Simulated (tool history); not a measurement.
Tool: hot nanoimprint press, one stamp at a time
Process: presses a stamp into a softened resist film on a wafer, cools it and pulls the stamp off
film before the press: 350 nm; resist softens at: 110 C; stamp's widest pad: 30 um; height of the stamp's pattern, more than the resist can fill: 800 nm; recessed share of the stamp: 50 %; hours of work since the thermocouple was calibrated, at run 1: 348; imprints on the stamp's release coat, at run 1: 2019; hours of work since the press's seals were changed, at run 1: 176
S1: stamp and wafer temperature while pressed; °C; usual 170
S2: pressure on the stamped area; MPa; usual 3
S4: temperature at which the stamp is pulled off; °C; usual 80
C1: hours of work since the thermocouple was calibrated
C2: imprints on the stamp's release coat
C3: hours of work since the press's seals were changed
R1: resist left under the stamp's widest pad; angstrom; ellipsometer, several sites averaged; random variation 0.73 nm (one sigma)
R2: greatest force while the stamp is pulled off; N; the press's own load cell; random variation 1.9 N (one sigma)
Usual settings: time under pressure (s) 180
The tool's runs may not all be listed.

Run 1, hour 0: usual settings; C1 348; C2 2019; C3 176. Result: R1 1687 angstrom, R2 137 N.
Run 2, hour 67.5: usual settings; C1 400; C2 2275; C3 228. Result: R1 1667 angstrom, R2 133 N.
At hour 100.2: plate thermocouple calibrated.
At hour 106.2: stamp cleaned and given a new release coat.
Run 3, hour 162.1: usual settings but S2 4.08 MPa; C1 43; C2 212; C3 294. Result: R1 1385 angstrom, R2 107 N.
Run 4, hour 201: usual settings but S2 4.08 MPa; C1 73; C2 360; C3 324. Result: R1 1363 angstrom, R2 112 N.
Run 5, hour 238.9: usual settings but S2 4.08 MPa; C1 102; C2 503; C3 353. Result: R1 1370 angstrom, R2 111 N.
At hour 263.4: plate thermocouple calibrated, once more.
Run 6, hour 327.7: usual settings but S2 4.08 MPa; C1 49; C2 828; C3 419. Result: R1 1572 angstrom, R2 120 N.
Run 7, hour 375.7: usual settings but S2 4.08 MPa; C1 86; C2 1010; C3 455. Result: R1 1560 angstrom, R2 126 N.
Run 8, hour 451.2: usual settings but S2 4.08 MPa; C1 144; C2 1296; C3 513. Result: R1 1557 angstrom, R2 128 N.
Run 9, hour 537.3: usual settings but S4 70 °C; C1 210; C2 1622; C3 579. Result: R1 1754 angstrom, R2 162 N.
Run 10, hour 580: usual settings but S1 166 °C, S4 74 °C; C1 243; C2 1784; C3 612. Result: R1 2161 angstrom, R2 158 N.
Run 11, hour 641.5: usual settings but S2 4.69 MPa, time under pressure (s) 160; C1 290; C2 2017; C3 659. Result: R1 1496 angstrom, R2 135 N.
Run 12, hour 701: usual settings but S1 166 °C, S2 3.02 MPa, time under pressure (s) 297, S4 71 °C; C1 336; C2 2242; C3 705. Result: R1 1824 angstrom, R2 171 N.
At hour 744.6: stamp cleaned and given a new release coat.
Run 13, hour 768.9: usual settings but S2 2.86 MPa, S4 86 °C; C1 383; C2 92; C3 752. Result: R1 1732 angstrom, R2 92 N.
Run 14, hour 809.8: usual settings but S1 179 °C, time under pressure (s) 176, S4 85 °C; C1 415; C2 247; C3 784. Result: R1 1017 angstrom, R2 97 N.
At hour 824.8: plate thermocouple calibrated.
Run 15, hour 901.8: usual settings but S1 165 °C, time under pressure (s) 113; C1 59; C2 584; C3 852. Result: R1 2617 angstrom, R2 122 N.
Run 16, hour 958.5: usual settings but S2 3.94 MPa, time under pressure (s) 223, S4 77 °C; C1 103; C2 798; C3 896. Result: R1 1481 angstrom, R2 133 N.
At hour 1006: press's hydraulic seals changed and the load cell set to zero.
Run 17, hour 1044.6: usual settings but S2 3.94 MPa, time under pressure (s) 223, S4 77 °C; C1 163; C2 1094; C3 30. Result: R1 1388 angstrom, R2 136 N.
Run 18, hour 1099.5: usual settings but S2 2.58 MPa, time under pressure (s) 223, S4 83 °C; C1 205; C2 1302; C3 72. Result: R1 1688 angstrom, R2 117 N.

4 ways to go on from here, each from the tool as it stands after run 18. What would each give?
Run A, hour 1154.4: usual settings but S1 173 °C, S2 1.88 MPa; C1 247; C2 1510; C3 114. Result: R1 ?, R2 ?.
Run B, hour 1154.4: usual settings but S1 174 °C, S2 4.23 MPa, time under pressure (s) 307, S4 83 °C; C1 247; C2 1510; C3 114. Result: R1 ?, R2 ?.
Run C, hour 1154.4: usual settings but S1 176 °C, time under pressure (s) 102, S4 74 °C; C1 247; C2 1510; C3 114. Result: R1 ?, R2 ?.
Run D, hour 1154.4: usual settings but S1 168 °C, S2 2.58 MPa, time under pressure (s) 223, S4 83 °C; C1 247; C2 1510; C3 114. Result: R1 ?, R2 ?.

run    R1   R2
  A  1758  129
  B   917  116
  C  1492  152
  D  1873  118
Without the tool's hidden state the same runs would have given:
run    R1   R2
  A  1848  112
  B   969  102
  C  1568  132
  D  1971  103
